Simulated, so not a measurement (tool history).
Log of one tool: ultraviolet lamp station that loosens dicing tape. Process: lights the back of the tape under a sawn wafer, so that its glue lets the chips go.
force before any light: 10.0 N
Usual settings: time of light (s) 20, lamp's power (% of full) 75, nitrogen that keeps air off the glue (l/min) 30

run,hour,time of light (s),lamp's power (% of full),nitrogen that keeps air off the glue (l/min),force that peels the tape off (N),light that reached the tape (J/m2)
1,0,20,75,30,1.259,4810
2,9.7,20,75,30,1.282,4820
3,17.5,20,86,30,1.001,5530
4,25.5,20,86,30,1.007,5500
5,34.7,20,86,30,1.014,5470
6,42,28,75,30,0.686,6630
7,55,28,75,30,0.677,6640
8,61.9,28,75,30,0.648,6560
9,75.8,28,75,30,0.696,6610
10,88.9,20,75,30,1.344,4660
11,95.5,20,75,30,1.334,4610
12,101.8,20,75,30,1.364,4630
13,114.2,20,75,30,1.337,4500
14,129.1,20,75,30,1.405,4590
15,138,20,66,30,1.771,4010
16,146.3,20,66,30,1.802,3990
17,159.5,20,66,30,1.791,3950
18,173.3,20,96,30,0.895,5710
19,182.5,20,96,30,0.913,5710
20,191.2,18,75,30,1.745,4000
21,199.8,20,75,30,1.489,4480
22,208.3,20,75,30,1.483,4430
23,222.6,14,76,30,2.477,3120
24,232.5,32,75,28,0.615,6980
25,247.2,32,75,28,0.637,6980
26,253.9,32,75,28,0.638,6970
27,262.7,32,75,42,0.537,6850
28,277.1,32,75,42,0.539,6820
# hour 287: window cleaned of glue's vapour
29,287,32,75,29,0.533,7630
30,302.1,26,61,30,1.13,5070
31,312.7,18,70,30,1.789,4020
32,326.2,16,72,30,1.966,3680
33,332.9,34,75,30,0.451,8080
34,345.7,34,75,30,0.47,7990
35,353.7,34,76,38,0.42,8000
36,368.4,34,76,38,0.416,8110
37,381.4,19,80,48,1.1,4660
38,393.8,12,79,9,4.189,2920
39,408.2,12,79,9,4.063,2940
40,420.3,12,79,9,4.14,2910
41,430.9,12,79,9,4.185,2870
42,438.5,20,97,12,1.522,5860
43,451.7,20,72,30,1.54,4300

Some steps in force that peels the tape off (N) between neighbouring runs. How much of each would the tool show without its hidden state too (settings, what came in, random variation), and how much is left for the hidden state, with any gauge scatter that isn't in both results?
The hidden state here: lamp's light, % of a new lamp's; light that the window lets through, % of a clean one's; drift of the gauge itself on peel_n, %; drift of the gauge itself on dose_mj_cm2, %.
Run 23 -> 24: time of light (s) 14 -> 32, lamp's power (% of full) 76 -> 75, nitrogen that keeps air off the glue (l/min) 30 -> 28. force that peels the tape off (N) -1.862: hidden state -0.39, all else -1.472.
Run 32 -> 33: time of light (s) 16 -> 34, lamp's power (% of full) 72 -> 75. force that peels the tape off (N) -1.515: hidden state -0.237, all else -1.278.
Run 37 -> 38: time of light (s) 19 -> 12, lamp's power (% of full) 80 -> 79, nitrogen that keeps air off the glue (l/min) 48 -> 9. force that peels the tape off (N) +3.089: hidden state +0.267, all else +2.822.
Run 41 -> 42: time of light (s) 12 -> 20, lamp's power (% of full) 79 -> 97, nitrogen that keeps air off the glue (l/min) 9 -> 12. force that peels the tape off (N) -2.663: hidden state -0.19, all else -2.473.
